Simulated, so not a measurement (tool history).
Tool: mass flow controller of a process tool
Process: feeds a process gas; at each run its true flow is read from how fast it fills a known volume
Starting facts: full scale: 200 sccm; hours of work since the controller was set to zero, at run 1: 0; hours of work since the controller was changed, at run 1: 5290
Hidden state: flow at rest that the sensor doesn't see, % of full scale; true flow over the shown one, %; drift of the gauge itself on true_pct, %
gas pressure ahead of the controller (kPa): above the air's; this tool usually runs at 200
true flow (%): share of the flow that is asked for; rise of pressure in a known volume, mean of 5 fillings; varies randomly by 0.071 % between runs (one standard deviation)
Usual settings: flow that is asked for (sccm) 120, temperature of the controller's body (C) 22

run    hour  flow that is asked for (sccm)  gas pressure ahead of the controller (kPa)  temperature of the controller's body (C)  hours of work since the controller was set to zero  hours of work since the controller was changed  true flow (%)
  1     0.0                            120                                         200                                        22                                                   0                                            5290          99.92
  2   269.0                            138                                         200                                        22                                                 196                                            5486         100.19
  3   545.3                            138                                         200                                        22                                                 397                                            5687         100.21
  4   737.9                            120                                         200                                        22                                                 537                                            5827         100.02
  5   855.8                            120                                         214                                        22                                                 623                                            5913         100.08
  6  1045.0                            120                                         214                                        22                                                 760                                            6050         100.11
  7  1249.7                            120                                         200                                        22                                                 909                                            6199         100.28
  8  1417.8                            120                                         200                                        22                                                1032                                            6322         100.31
  9  1640.3                            120                                         200                                        22                                                1194                                            6484         100.27
 10  1901.7                            120                                         200                                        22                                                1384                                            6674         100.36
 11  2031.9                            142                                         238                                        37                                                1479                                            6769          99.36
 12  2289.4                            128                                         200                                        23                                                1666                                            6956         100.50
 13  2436.2                            104                                         200                                        27                                                1773                                            7063         100.21
 14  2586.6                            188                                         146                                        22                                                1882                                            7172         101.32
 15  2730.6                             37                                         260                                        38                                                1987                                            7277          99.06
 16  2981.3                            185                                         155                                        39                                                2169                                            7460         100.03
 17  3106.3                            185                                         154                                        39                                                2260                                            7550         100.04
 18  3373.0                            166                                         179                                        36                                                2454                                            7745         100.04
 19  3618.1                             23                                         200                                        39                                                2633                                            7923          99.41
 20  3747.3                             23                                         200                                        39                                                2727                                            8017          99.39

Forecast each of these 3 alternatives for the next run:
  A  3870.5                            169                                         221                                        32                                                2816                                            8107              ?
  B  3870.5                            120                                         173                                        21                                                2816                                            8107              ?
  C  3870.5                             28                                         200                                        39                                                2816                                            8107              ?

run  true flow (%)
  A         100.30
  B         101.06
  C          99.55
With no hidden state in the tool, these same runs would have given:
run  true flow (%)
  A          99.41
  B         100.17
  C          98.68
